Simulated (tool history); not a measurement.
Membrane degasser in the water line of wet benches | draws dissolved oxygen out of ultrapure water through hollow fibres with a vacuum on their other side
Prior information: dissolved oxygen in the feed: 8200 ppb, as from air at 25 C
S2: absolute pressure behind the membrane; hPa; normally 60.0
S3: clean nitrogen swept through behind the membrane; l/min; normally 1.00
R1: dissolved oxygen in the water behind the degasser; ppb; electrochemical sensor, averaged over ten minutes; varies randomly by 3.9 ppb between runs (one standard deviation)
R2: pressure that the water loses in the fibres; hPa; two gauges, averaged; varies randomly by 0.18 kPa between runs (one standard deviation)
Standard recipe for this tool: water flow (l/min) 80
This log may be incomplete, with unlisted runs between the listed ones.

{"run": 1, "day": 0.0, "water flow (l/min)": 80, "S2": 60.0, "S3": 1.0, "R1": 416.1, "R2": 309.8}
{"run": 2, "day": 1.35, "water flow (l/min)": 80, "S2": 60.0, "S3": 1.0, "R1": 420.9, "R2": 311.6}
{"run": 3, "day": 3.654, "water flow (l/min)": 80, "S2": 60.0, "S3": 1.0, "R1": 410.7, "R2": 310.9}
{"run": 4, "day": 4.938, "water flow (l/min)": 80, "S2": 60.0, "S3": 1.0, "R1": 419.9, "R2": 312.7}
{"run": 5, "day": 6.683, "water flow (l/min)": 80, "S2": 60.0, "S3": 1.0, "R1": 421.5, "R2": 311.9}
{"run": 6, "day": 8.321, "water flow (l/min)": 80, "S2": 60.0, "S3": 1.0, "R1": 414.6, "R2": 313.2}
{"run": 7, "day": 10.712, "water flow (l/min)": 119, "S2": 60.0, "S3": 1.0, "R1": 653.0, "R2": 464.5}
{"run": 8, "day": 12.888, "water flow (l/min)": 80, "S2": 60.0, "S3": 1.0, "R1": 409.1, "R2": 310.2}
{"run": 9, "day": 14.454, "water flow (l/min)": 80, "S2": 60.0, "S3": 1.0, "R1": 420.1, "R2": 310.9}
{"run": 10, "day": 16.092, "water flow (l/min)": 80, "S2": 68.4, "S3": 1.0, "R1": 521.9, "R2": 312.9}
{"run": 11, "day": 18.404, "water flow (l/min)": 80, "S2": 68.4, "S3": 1.0, "R1": 523.7, "R2": 312.7}
{"run": 12, "day": 20.967, "water flow (l/min)": 80, "S2": 68.4, "S3": 1.0, "R1": 522.2, "R2": 312.9}
{"day": 21.129, "done": "vacuum gauge calibrated"}
{"run": 13, "day": 23.212, "water flow (l/min)": 55, "S2": 49.7, "S3": 1.0, "R1": 209.7, "R2": 214.1}
{"run": 14, "day": 25.388, "water flow (l/min)": 55, "S2": 49.7, "S3": 1.0, "R1": 209.7, "R2": 216.5}
{"run": 15, "day": 27.6, "water flow (l/min)": 55, "S2": 85.9, "S3": 0.99, "R1": 552.4, "R2": 213.4}
{"run": 16, "day": 29.262, "water flow (l/min)": 76, "S2": 68.3, "S3": 0.51, "R1": 754.3, "R2": 297.6}
{"run": 17, "day": 31.842, "water flow (l/min)": 76, "S2": 68.3, "S3": 0.51, "R1": 735.5, "R2": 295.6}
{"run": 18, "day": 34.438, "water flow (l/min)": 63, "S2": 84.9, "S3": 0.51, "R1": 912.9, "R2": 247.2}
{"day": 36.242, "done": "vacuum gauge calibrated, once more"}
{"run": 19, "day": 36.242, "water flow (l/min)": 52, "S2": 39.6, "S3": 1.0, "R1": 76.4, "R2": 203.9}
{"run": 20, "day": 38.746, "water flow (l/min)": 52, "S2": 39.6, "S3": 1.0, "R1": 73.0, "R2": 202.0}
{"run": 21, "day": 40.725, "water flow (l/min)": 58, "S2": 108.7, "S3": 0.91, "R1": 812.4, "R2": 225.4}
{"run": 22, "day": 42.938, "water flow (l/min)": 64, "S2": 106.2, "S3": 0.61, "R1": 1058.9, "R2": 248.1}

What will run 23 give?
{"run": 23, "day": 44.4, "water flow (l/min)": 61, "S2": 97.0, "S3": 0.73, "R1": "?", "R2": "?"}

{"run 23": {"R1": 837.7, "R2": 240.0}}
Minus the tool's unlogged condition, the same run would have read R1 844.5 ppb, R2 238.1 hPa.
